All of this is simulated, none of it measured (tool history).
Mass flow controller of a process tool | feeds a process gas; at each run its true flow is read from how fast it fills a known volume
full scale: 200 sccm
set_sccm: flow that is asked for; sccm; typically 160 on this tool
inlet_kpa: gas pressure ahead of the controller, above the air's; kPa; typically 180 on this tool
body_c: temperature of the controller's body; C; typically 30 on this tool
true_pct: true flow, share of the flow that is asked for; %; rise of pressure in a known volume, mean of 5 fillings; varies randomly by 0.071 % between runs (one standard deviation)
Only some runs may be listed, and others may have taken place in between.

run     hour  set_sccm  inlet_kpa  body_c  true_pct
  1      0.0       160        180      30    100.21
  2    245.6       160        180      30    100.17
  3    645.7       160        180      30    100.18
  4    856.3       160        180      30    100.37
  5   1218.4       160        180      30    100.40
  6   1548.9       160        180      30    100.46
  7   1791.4       160        180      30    100.49
  8   2151.3       160        160      30    100.59
  9   2402.4       160        160      30    100.49
 10   2603.9       160        160      30    100.52
 11   2906.7       160        170      30    100.61
 12   3130.9       160        170      30    100.63
 13   3412.7       160        180      30    100.68
 14   3799.4       160        180      30    100.84
 15   4022.9        28        180      30     99.74
 16   4332.0        28        180      30     99.92
 17   4671.6        28        180      30     99.81
 18   4984.6        28        180      30     99.99
 19   5190.4        28        180      30     99.99
 20   5489.6        28        180      30    100.06
 21   5885.4        28        180      30    100.03
 22   6253.5       160        180      36    101.58
 23   6662.3        29        180      36    100.84
 24   7117.6       160        199      24    100.56
 25   7312.9        72        180      30    100.61
 26   7507.1        72        180      30    100.56
 27   7786.2       160        241      40    102.07
 28   8222.8       160        240      23    100.61
 29   8695.4       160        153      27    101.05
      8913.4  -- gauge calibrated
 30   9150.6       160        153      27     99.83
 31   9514.4        47        180      30     99.40
 32   9707.4        47        180      30     99.66
 33   9915.7       199        151      30    100.64
 34  10121.9       127        143      32    100.25
 35  10351.6        22        150      30     99.53
 36  10699.6        43        193      23     98.91
 37  11120.1        42        145      30     99.67
 38  11381.7       160        178      31    100.57
     11523.9  -- controller's zero set anew
 39  11676.2       160        175      30    100.56
 40  11946.5       133        175      23     99.85
 41  12193.9        54        266      36    100.26
 42  12430.9        54        266      36    100.25
 43  12794.8       160        266      30    100.59
 44  13018.3       184        149      26    100.56
 45  13319.2       184        149      26    100.57
 46  13664.2        53        233      26     99.68

Some steps in true_pct between neighbouring runs. How much of each would the tool show without its hidden state too (settings, what came in, random variation), and how much is left for the hidden state, with any gauge scatter that isn't in both results?
Hidden conditions of the tool in this case: flow at rest that the sensor doesn't see, % of full scale; true flow over the shown one, %; drift of the gauge itself on true_pct, %.
Run 21 -> 22: set_sccm 28 -> 160, body_c 30 -> 36. true_pct +1.55 %: hidden state +0.05, all else +1.50.
Run 22 -> 23: set_sccm 160 -> 29. true_pct -0.74 %: hidden state +0.07, all else -0.81.
Run 26 -> 27: set_sccm 72 -> 160, inlet_kpa 180 -> 241, body_c 30 -> 40. true_pct +1.51 %: hidden state +0.05, all else +1.46.
Run 27 -> 28: inlet_kpa 241 -> 240, body_c 40 -> 23. true_pct -1.46 %: hidden state +0.04, all else -1.50.
Run 28 -> 29: inlet_kpa 240 -> 153, body_c 23 -> 27. true_pct +0.44 %: hidden state +0.08, all else +0.36.
Run 29 -> 30: gauge calibrated. true_pct -1.22 %: hidden state -1.16, all else -0.06.

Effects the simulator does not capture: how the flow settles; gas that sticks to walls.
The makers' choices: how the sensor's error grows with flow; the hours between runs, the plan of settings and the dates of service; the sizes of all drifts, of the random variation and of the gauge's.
